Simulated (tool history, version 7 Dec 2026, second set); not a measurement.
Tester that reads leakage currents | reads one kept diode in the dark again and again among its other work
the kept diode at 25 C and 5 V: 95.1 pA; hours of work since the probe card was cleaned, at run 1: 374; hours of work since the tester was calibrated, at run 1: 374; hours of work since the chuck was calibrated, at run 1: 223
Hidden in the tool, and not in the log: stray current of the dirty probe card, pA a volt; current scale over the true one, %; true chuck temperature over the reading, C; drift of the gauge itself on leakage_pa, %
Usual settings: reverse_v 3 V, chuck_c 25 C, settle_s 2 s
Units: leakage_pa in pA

| run | day | reverse_v | chuck_c | settle_s | hours of work since the probe card was cleaned | hours of work since the tester was calibrated | hours of work since the chuck was calibrated | leakage_pa |
|---|---|---|---|---|---|---|---|---|
| 1 | 0 | 3 | 25 | 2 | 374 | 374 | 223 | 77.72 |
| 2 | 4.379 | 3 | 25 | 0.41 | 440 | 440 | 289 | 80.6 |
| 3 | 10.712 | 3 | 25 | 0.32 | 536 | 536 | 385 | 82.87 |
| 4 | 15.208 | 3 | 25 | 0.32 | 604 | 604 | 454 | 83.03 |
| 5 | 21.271 | 3 | 25 | 2 | 696 | 696 | 546 | 81.87 |
|  | 22.042 | chuck's temperature calibrated |
| 6 | 25.771 | 11.06 | 25 | 2 | 764 | 764 | 57 | 140.61 |
| 7 | 29.492 | 3 | 40 | 0.89 | 820 | 820 | 113 | 217.32 |
| 8 | 34.633 | 3 | 36 | 2 | 898 | 898 | 191 | 169.1 |
| 9 | 38.958 | 1.1 | 48 | 5.16 | 964 | 964 | 257 | 234.82 |
| 10 | 43.908 | 1.1 | 48 | 5.16 | 1039 | 1039 | 332 | 236.23 |
| 11 | 48.85 | 13.21 | 26 | 0.47 | 1114 | 1114 | 407 | 180.63 |
| 12 | 52.929 | 3.61 | 25 | 3.9 | 1176 | 1176 | 469 | 89.57 |

4 ways to go on from here, each from the tool as it stands after run 12. What would each give?
| A | 57.204 | 4.51 | 25 | 0.83 | 1241 | 1241 | 534 | ? |
| B | 57.204 | 1.67 | 37 | 2.16 | 1241 | 1241 | 534 | ? |
| C | 57.204 | 3.61 | 23 | 2.36 | 1241 | 1241 | 534 | ? |
| D | 57.204 | 3.61 | 35 | 1.6 | 1241 | 1241 | 534 | ? |

| run | leakage_pa |
|---|---|
| A | 100.41 |
| B | 146.11 |
| C | 78.67 |
| D | 178.93 |
Without the tool's hidden state the same runs would have given:
| run | leakage_pa |
|---|---|
| A | 92.17 |
| B | 135.71 |
| C | 72.06 |
| D | 165.75 |
